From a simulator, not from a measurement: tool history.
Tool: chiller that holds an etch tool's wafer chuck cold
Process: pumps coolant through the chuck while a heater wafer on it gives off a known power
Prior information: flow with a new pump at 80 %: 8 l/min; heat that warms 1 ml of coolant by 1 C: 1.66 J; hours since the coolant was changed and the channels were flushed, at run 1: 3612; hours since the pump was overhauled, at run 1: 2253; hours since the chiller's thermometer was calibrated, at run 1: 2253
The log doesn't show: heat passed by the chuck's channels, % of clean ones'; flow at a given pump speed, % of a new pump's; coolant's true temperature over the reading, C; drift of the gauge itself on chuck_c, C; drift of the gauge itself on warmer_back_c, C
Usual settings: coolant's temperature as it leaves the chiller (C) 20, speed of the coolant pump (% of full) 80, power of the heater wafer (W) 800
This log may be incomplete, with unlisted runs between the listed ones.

run    hour  coolant's temperature as it leaves the chiller (C)  speed of the coolant pump (% of full)  power of the heater wafer (W)  hours since the coolant was changed and the channels were flushed  hours since the pump was overhauled  hours since the chiller's thermometer was calibrated  chuck's temperature once it has settled (C)  how much warmer the coolant comes back (C)
  1     0.0                                                  20                                     80                            800                                                               3612                                 2253                                                  2253                                        25.94                                        3.56
  2   119.4                                                  20                                     78                            800                                                               3731                                 2372                                                  2372                                        26.07                                        3.73
  3   251.1                                                  20                                     78                            800                                                               3863                                 2504                                                  2504                                        26.01                                        3.70
  4   384.0                                                  20                                     80                            800                                                               3996                                 2637                                                  2637                                        25.90                                        3.66
  5   458.8                                                  20                                     80                            800                                                               4071                                 2712                                                  2712                                        25.80                                        3.64
      529.8  -- coolant changed, channels flushed
  6   574.7                                                  20                                     80                            800                                                                 45                                 2822                                                  2822                                        25.88                                        3.67
  7   656.2                                                  20                                     80                            800                                                                126                                 2903                                                  2903                                        26.05                                        3.70
  8   735.4                                                  20                                     90                            621                                                                206                                 2982                                                  2982                                        24.22                                        2.59
  9   796.9                                                  29                                     97                            662                                                                267                                 3044                                                  3044                                        33.36                                        2.52
 10   869.8                                                  29                                     97                            662                                                                340                                 3117                                                  3117                                        33.44                                        2.55
 11   931.9                                                  29                                     97                            662                                                                402                                 3179                                                  3179                                        33.32                                        2.54
 12  1053.5                                                  10                                     80                            924                                                                524                                 3300                                                  3300                                        16.90                                        4.26
 13  1179.3                                                  23                                     82                            426                                                                650                                 3426                                                  3426                                        25.97                                        1.98
 14  1255.8                                                  23                                     85                           1060                                                                726                                 3503                                                  3503                                        30.64                                        4.62

Each row is a separate what-if for the run after 14, all from the same tool condition, not one after another. Results?
  A  1371.1                                                  20                                     80                            800                                                                841                                 3618                                                  3618                                            ?                                           ?
  B  1371.1                                                  25                                     85                           1075                                                                841                                 3618                                                  3618                                            ?                                           ?
  C  1371.1                                                  20                                     80                            516                                                                841                                 3618                                                  3618                                            ?                                           ?
  D  1371.1                                                  22                                     89                            800                                                                841                                 3618                                                  3618                                            ?                                           ?
  E  1371.1                                                  20                                     80                            490                                                                841                                 3618                                                  3618                                            ?                                           ?

run  chuck's temperature once it has settled (C)  how much warmer the coolant comes back (C)
  A                                        26.05                                        3.83
  B                                        32.76                                        4.72
  C                                        23.79                                        2.49
  D                                        27.51                                        3.33
  E                                        23.71                                        2.32
Without the tool's hidden state the same runs would have given:
run  chuck's temperature once it has settled (C)  how much warmer the coolant comes back (C)
  A                                        26.05                                        3.72
  B                                        32.76                                        4.60
  C                                        23.80                                        2.38
  D                                        27.51                                        3.22
  E                                        23.71                                        2.21
